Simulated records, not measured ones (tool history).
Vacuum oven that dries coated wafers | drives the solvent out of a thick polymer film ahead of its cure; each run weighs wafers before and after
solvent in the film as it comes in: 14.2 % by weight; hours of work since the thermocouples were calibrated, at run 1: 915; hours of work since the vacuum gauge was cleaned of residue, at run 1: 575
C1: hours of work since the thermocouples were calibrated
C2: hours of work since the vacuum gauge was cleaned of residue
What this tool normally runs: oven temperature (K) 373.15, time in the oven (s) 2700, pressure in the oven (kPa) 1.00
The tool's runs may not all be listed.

{"run": 1, "hour": 0.0, "oven temperature (K)": 373.15, "time in the oven (s)": 2700, "pressure in the oven (kPa)": 1.0, "C1": 915, "C2": 575, "solvent left in the film (%)": 1.48}
{"run": 2, "hour": 66.2, "oven temperature (K)": 373.15, "time in the oven (s)": 2700, "pressure in the oven (kPa)": 1.0, "C1": 965, "C2": 626, "solvent left in the film (%)": 1.44}
{"run": 3, "hour": 150.1, "oven temperature (K)": 373.15, "time in the oven (s)": 2700, "pressure in the oven (kPa)": 2.32, "C1": 1029, "C2": 689, "solvent left in the film (%)": 1.86}
{"hour": 223.6, "done": "oven's thermocouples calibrated"}
{"run": 4, "hour": 255.4, "oven temperature (K)": 373.15, "time in the oven (s)": 2700, "pressure in the oven (kPa)": 2.32, "C1": 24, "C2": 768, "solvent left in the film (%)": 1.9}
{"run": 5, "hour": 307.5, "oven temperature (K)": 373.15, "time in the oven (s)": 2700, "pressure in the oven (kPa)": 2.32, "C1": 64, "C2": 807, "solvent left in the film (%)": 1.9}
{"run": 6, "hour": 353.7, "oven temperature (K)": 373.15, "time in the oven (s)": 2700, "pressure in the oven (kPa)": 2.32, "C1": 99, "C2": 842, "solvent left in the film (%)": 1.91}
{"run": 7, "hour": 423.0, "oven temperature (K)": 373.15, "time in the oven (s)": 2700, "pressure in the oven (kPa)": 2.32, "C1": 151, "C2": 895, "solvent left in the film (%)": 2.0}
{"run": 8, "hour": 513.9, "oven temperature (K)": 386.15, "time in the oven (s)": 2700, "pressure in the oven (kPa)": 1.0, "C1": 220, "C2": 963, "solvent left in the film (%)": 0.35}
{"run": 9, "hour": 560.9, "oven temperature (K)": 386.15, "time in the oven (s)": 2700, "pressure in the oven (kPa)": 1.0, "C1": 256, "C2": 999, "solvent left in the film (%)": 0.3}
{"run": 10, "hour": 661.7, "oven temperature (K)": 386.15, "time in the oven (s)": 2700, "pressure in the oven (kPa)": 1.0, "C1": 332, "C2": 1075, "solvent left in the film (%)": 0.35}
{"run": 11, "hour": 746.2, "oven temperature (K)": 374.15, "time in the oven (s)": 2700, "pressure in the oven (kPa)": 1.0, "C1": 396, "C2": 1139, "solvent left in the film (%)": 1.3}
{"run": 12, "hour": 807.7, "oven temperature (K)": 374.15, "time in the oven (s)": 2700, "pressure in the oven (kPa)": 2.41, "C1": 443, "C2": 1186, "solvent left in the film (%)": 1.72}
{"run": 13, "hour": 902.2, "oven temperature (K)": 374.15, "time in the oven (s)": 2700, "pressure in the oven (kPa)": 2.41, "C1": 514, "C2": 1258, "solvent left in the film (%)": 1.81}
{"run": 14, "hour": 1008.8, "oven temperature (K)": 374.15, "time in the oven (s)": 2700, "pressure in the oven (kPa)": 2.41, "C1": 595, "C2": 1339, "solvent left in the film (%)": 1.8}
{"run": 15, "hour": 1089.4, "oven temperature (K)": 374.15, "time in the oven (s)": 2700, "pressure in the oven (kPa)": 2.41, "C1": 656, "C2": 1400, "solvent left in the film (%)": 1.82}
{"hour": 1122.8, "done": "vacuum gauge cleaned of residue and calibrated"}
{"run": 16, "hour": 1166.6, "oven temperature (K)": 374.15, "time in the oven (s)": 2700, "pressure in the oven (kPa)": 2.41, "C1": 714, "C2": 33, "solvent left in the film (%)": 1.85}
{"run": 17, "hour": 1227.8, "oven temperature (K)": 374.15, "time in the oven (s)": 2700, "pressure in the oven (kPa)": 2.41, "C1": 760, "C2": 80, "solvent left in the film (%)": 1.74}
{"run": 18, "hour": 1277.4, "oven temperature (K)": 374.15, "time in the oven (s)": 2700, "pressure in the oven (kPa)": 2.41, "C1": 798, "C2": 117, "solvent left in the film (%)": 1.83}
{"run": 19, "hour": 1349.8, "oven temperature (K)": 370.15, "time in the oven (s)": 2580, "pressure in the oven (kPa)": 0.99, "C1": 852, "C2": 172, "solvent left in the film (%)": 2.41}
{"run": 20, "hour": 1439.7, "oven temperature (K)": 370.15, "time in the oven (s)": 2580, "pressure in the oven (kPa)": 0.99, "C1": 921, "C2": 240, "solvent left in the film (%)": 2.21}
{"run": 21, "hour": 1517.3, "oven temperature (K)": 369.15, "time in the oven (s)": 2640, "pressure in the oven (kPa)": 1.0, "C1": 979, "C2": 299, "solvent left in the film (%)": 2.47}
{"run": 22, "hour": 1614.2, "oven temperature (K)": 371.15, "time in the oven (s)": 2700, "pressure in the oven (kPa)": 2.47, "C1": 1053, "C2": 372, "solvent left in the film (%)": 2.41}
{"hour": 1653.5, "done": "oven's thermocouples calibrated"}
{"run": 23, "hour": 1693.1, "oven temperature (K)": 361.15, "time in the oven (s)": 4440, "pressure in the oven (kPa)": 1.0, "C1": 30, "C2": 431, "solvent left in the film (%)": 2.82}
{"run": 24, "hour": 1774.2, "oven temperature (K)": 361.15, "time in the oven (s)": 4440, "pressure in the oven (kPa)": 1.0, "C1": 91, "C2": 492, "solvent left in the film (%)": 2.79}
{"run": 25, "hour": 1846.8, "oven temperature (K)": 366.15, "time in the oven (s)": 2700, "pressure in the oven (kPa)": 2.03, "C1": 147, "C2": 547, "solvent left in the film (%)": 3.68}
{"run": 26, "hour": 1904.4, "oven temperature (K)": 366.15, "time in the oven (s)": 2700, "pressure in the oven (kPa)": 2.03, "C1": 190, "C2": 591, "solvent left in the film (%)": 3.55}
{"run": 27, "hour": 1972.9, "oven temperature (K)": 368.15, "time in the oven (s)": 1740, "pressure in the oven (kPa)": 1.19, "C1": 242, "C2": 643, "solvent left in the film (%)": 4.27}
{"run": 28, "hour": 2036.4, "oven temperature (K)": 373.15, "time in the oven (s)": 2580, "pressure in the oven (kPa)": 2.16, "C1": 290, "C2": 691, "solvent left in the film (%)": 2.09}
{"run": 29, "hour": 2099.3, "oven temperature (K)": 371.15, "time in the oven (s)": 1800, "pressure in the oven (kPa)": 3.65, "C1": 338, "C2": 738, "solvent left in the film (%)": 4.12}
{"run": 30, "hour": 2169.5, "oven temperature (K)": 363.15, "time in the oven (s)": 4020, "pressure in the oven (kPa)": 0.67, "C1": 391, "C2": 792, "solvent left in the film (%)": 2.4}

Hidden condition of the tool, last listed run before each entry between runs versus first listed run after:
Between runs 3 and 4: oven's thermocouples calibrated (hour 223.6)
  true wafer temperature over the reading, C: -0.12 -> -0.01; true pressure over the reading, kPa: 0.02 -> 0.023
Between runs 15 and 16: vacuum gauge cleaned of residue and calibrated (hour 1122.8)
  true pressure over the reading, kPa: 0.042 -> 0.001
Between runs 22 and 23: oven's thermocouples calibrated (hour 1653.5)
  true wafer temperature over the reading, C: -0.15 -> -0.03; true pressure over the reading, kPa: 0.011 -> 0.012

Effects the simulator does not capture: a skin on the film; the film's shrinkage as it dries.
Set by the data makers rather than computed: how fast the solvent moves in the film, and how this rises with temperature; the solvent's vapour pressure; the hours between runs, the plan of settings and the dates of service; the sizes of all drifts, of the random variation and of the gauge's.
